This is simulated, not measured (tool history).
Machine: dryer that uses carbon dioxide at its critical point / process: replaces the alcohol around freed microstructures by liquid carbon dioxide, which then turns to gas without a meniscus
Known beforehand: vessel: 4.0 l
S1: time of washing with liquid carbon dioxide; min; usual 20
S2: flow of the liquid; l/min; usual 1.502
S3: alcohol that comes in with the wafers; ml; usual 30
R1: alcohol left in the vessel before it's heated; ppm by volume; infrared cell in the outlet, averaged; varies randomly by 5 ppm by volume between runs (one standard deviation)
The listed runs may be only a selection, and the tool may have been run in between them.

run   hour  S1     S2   S3   R1
  1    0.0  20  1.502   30   51
  2    8.2  20  1.502   30   54
  3   15.9  20  1.502   30   55
  4   21.1  20  1.502   30   60
  5   26.9  20  1.502   30   59
  6   33.5  20  1.620   30   53
  7   40.5  20  1.620   30   52
  8   46.3  20  1.620   30   59
  9   52.1  20  1.620   59   70
 10   58.7  20  1.502   30   65
 11   65.2  20  1.502   30   60
 12   70.9  17  1.502   30   88
 13   76.2  20  1.502   30   66
 14   81.8  20  1.502   30   75
 15   90.2  20  2.530  118   55
 16   95.9  20  2.530  118   58
 17   99.9  13  1.502   30  173
 18  105.3  16  1.300   30  149
 19  113.1  16  1.300   30  148
 20  119.6  17  1.180   53  259
 21  125.9  20  1.460   30   83
 22  134.8  26  2.300   62   66
 23  140.6  26  2.300   62   64
 24  149.2  26  2.300   62   69
 25  154.9  26  1.990   22   67
 26  158.7  26  1.990   22   59
 27  164.7  17  1.502   20   83

Hidden state or all else? Some run-to-run changes of R1, split into what the settings, what came in and random variation would give without the hidden state, and what is left for the hidden state (with any gauge scatter that isn't in both results):
Hidden state present: flow that reaches the vessel past the clogged filter, %; alcohol in the recycled carbon dioxide, ppm; drift of the gauge itself on alcohol_ppm, %.
Run 16 -> 17: S1 20 -> 13, S2 2.530 -> 1.502, S3 118 -> 30. R1 +115 ppm by volume: hidden state +10, all else +105.
Run 19 -> 20: S1 16 -> 17, S2 1.300 -> 1.180, S3 30 -> 53. R1 +111 ppm by volume: hidden state +12, all else +99.
Run 20 -> 21: S1 17 -> 20, S2 1.180 -> 1.460, S3 53 -> 30. R1 -176 ppm by volume: hidden state -16, all else -160.
